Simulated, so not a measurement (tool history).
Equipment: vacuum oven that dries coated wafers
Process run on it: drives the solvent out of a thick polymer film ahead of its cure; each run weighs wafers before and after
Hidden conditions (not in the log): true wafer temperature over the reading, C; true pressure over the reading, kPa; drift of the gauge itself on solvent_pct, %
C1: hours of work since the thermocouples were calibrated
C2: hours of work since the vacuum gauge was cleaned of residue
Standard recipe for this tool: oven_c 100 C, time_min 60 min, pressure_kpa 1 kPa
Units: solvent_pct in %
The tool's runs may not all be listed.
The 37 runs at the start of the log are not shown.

At day 44.346: vacuum gauge cleaned of residue and calibrated.
Run 38, day 44.942: usual settings but oven_c 89 C; C1 195; C2 7. Result: solvent_pct 5.25 %.
Run 39, day 46.571: usual settings but oven_c 114 C, time_min 36 min; C1 214; C2 25. Result: solvent_pct 1.52 %.
Run 40, day 47.467: usual settings but time_min 103 min, pressure_kpa 0.91 kPa; C1 224; C2 36. Result: solvent_pct 1.15 %.
Run 41, day 48.933: usual settings but time_min 33 min; C1 240; C2 52. Result: solvent_pct 4.89 %.
Run 42, day 49.967: usual settings but pressure_kpa 3.43 kPa; C1 252; C2 64. Result: solvent_pct 4.35 %.
Run 43, day 51.371: usual settings but pressure_kpa 3.43 kPa; C1 268; C2 80. Result: solvent_pct 4.37 %.
Run 44, day 52.617: usual settings but oven_c 111 C, time_min 90 min, pressure_kpa 3.43 kPa; C1 282; C2 94. Result: solvent_pct 2.12 %.
Run 45, day 53.862: usual settings but oven_c 102 C, time_min 57 min, pressure_kpa 0.71 kPa; C1 297; C2 109. Result: solvent_pct 1.99 %.
Run 46, day 54.579: usual settings but oven_c 96 C, time_min 96 min, pressure_kpa 3.59 kPa; C1 305; C2 117. Result: solvent_pct 4.39 %.
Run 47, day 55.642: usual settings but oven_c 91 C, time_min 42 min, pressure_kpa 2.57 kPa; C1 317; C2 129. Result: solvent_pct 7.61 %.

4 ways to go on from here, each from the tool as it stands after run 47. What would each give?
Run A, day 56.475: usual settings but oven_c 112 C, time_min 89 min; C1 327; C2 138. Result: solvent_pct ?.
Run B, day 56.475: usual settings but oven_c 91 C, time_min 31 min, pressure_kpa 2.57 kPa; C1 327; C2 138. Result: solvent_pct ?.
Run C, day 56.475: usual settings but time_min 35 min; C1 327; C2 138. Result: solvent_pct ?.
Run D, day 56.475: usual settings but oven_c 114 C, pressure_kpa 1.64 kPa; C1 327; C2 138. Result: solvent_pct ?.

run  solvent_pct
  A         0.65
  B         8.79
  C         4.61
  D         1.09
What these runs would have given with no unlogged condition in the tool:
run  solvent_pct
  A         0.65
  B         8.92
  C         4.73
  D         1.11
